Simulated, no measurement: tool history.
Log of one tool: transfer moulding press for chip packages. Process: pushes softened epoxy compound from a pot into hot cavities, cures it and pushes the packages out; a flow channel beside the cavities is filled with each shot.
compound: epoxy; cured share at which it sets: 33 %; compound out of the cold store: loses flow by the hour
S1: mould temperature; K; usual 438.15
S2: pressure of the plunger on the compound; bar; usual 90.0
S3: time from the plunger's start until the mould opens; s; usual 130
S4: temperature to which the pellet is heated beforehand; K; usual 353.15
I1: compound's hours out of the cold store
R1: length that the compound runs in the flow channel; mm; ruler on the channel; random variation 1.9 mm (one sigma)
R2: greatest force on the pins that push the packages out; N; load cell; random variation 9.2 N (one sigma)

Run 1, hour 0.0: usual settings; I1 44.9. Result: R1 719 mm, R2 701 N.
At hour 5.9: cavities cleaned with cleaning compound and waxed.
Run 2, hour 12.1: usual settings; I1 13.6. Result: R1 828 mm, R2 419 N.
Run 3, hour 19.9: usual settings but S3 115 s; I1 23.4. Result: R1 788 mm, R2 576 N.
Run 4, hour 27.9: usual settings but S3 115 s; I1 28.5. Result: R1 774 mm, R2 610 N.
Run 5, hour 43.2: usual settings but S3 152 s; I1 25.1. Result: R1 778 mm, R2 456 N.
Run 6, hour 51.9: usual settings but S3 123 s; I1 14.2. Result: R1 814 mm, R2 618 N.
Run 7, hour 69.5: usual settings but S3 123 s, S4 359.15 K; I1 39.4. Result: R1 731 mm, R2 653 N.
Run 8, hour 80.4: usual settings but S3 123 s, S4 359.15 K; I1 26.0. Result: R1 774 mm, R2 701 N.
Run 9, hour 96.8: usual settings but S4 347.15 K; I1 21.6. Result: R1 789 mm, R2 688 N.
Run 10, hour 105.1: usual settings but S2 89.2 bar; I1 42.2. Result: R1 721 mm, R2 654 N.
Run 11, hour 114.6: usual settings but S1 441.15 K, S2 72.7 bar, S3 135 s, S4 351.15 K; I1 14.8. Result: R1 716 mm, R2 611 N.
Run 12, hour 127.6: usual settings but S1 446.15 K, S2 81.5 bar, S3 112 s, S4 357.15 K; I1 31.7. Result: R1 688 mm, R2 599 N.
Run 13, hour 138.0: usual settings but S1 446.15 K, S2 81.5 bar, S3 112 s, S4 357.15 K; I1 35.6. Result: R1 678 mm, R2 607 N.
Run 14, hour 145.7: usual settings but S1 440.15 K, S2 86.3 bar, S3 143 s; I1 23.6. Result: R1 753 mm, R2 619 N.
Run 15, hour 157.0: usual settings but S1 440.15 K, S2 86.3 bar, S3 143 s; I1 18.6. Result: R1 769 mm, R2 613 N.
At hour 159.8: cavities cleaned with cleaning compound and waxed.
Run 16, hour 170.2: usual settings but S1 440.15 K, S2 89.4 bar, S3 118 s; I1 33.8. Result: R1 734 mm, R2 455 N.
Run 17, hour 178.7: usual settings but S1 440.15 K, S2 89.4 bar, S3 118 s; I1 23.8. Result: R1 763 mm, R2 493 N.
Run 18, hour 186.0: usual settings but S1 440.15 K, S2 89.4 bar, S3 118 s; I1 21.1. Result: R1 772 mm, R2 521 N.
Run 19, hour 202.0: usual settings but S1 440.15 K, S2 89.4 bar, S3 118 s; I1 31.6. Result: R1 734 mm, R2 581 N.

Hidden state or all else? Some run-to-run changes of R1, split into what the settings, what came in and random variation would give without the hidden state, and what is left for the hidden state (with any gauge scatter that isn't in both results):
The hidden state here: true mould temperature over the reading, C; pressure that reaches the compound, % of what is set; grip of the stained cavities, % over clean ones'; drift of the gauge itself on flow_mm, %; drift of the gauge itself on push_out_n, %.
Run 1 -> 2: cavities cleaned with cleaning compound and waxed. R1 +109 mm: hidden state -2, all else +111.
Run 13 -> 14: S1 446.15 -> 440.15, S2 81.5 -> 86.3, S3 112 -> 143, S4 357.15 -> 353.15. R1 +75 mm: hidden state -4, all else +79.
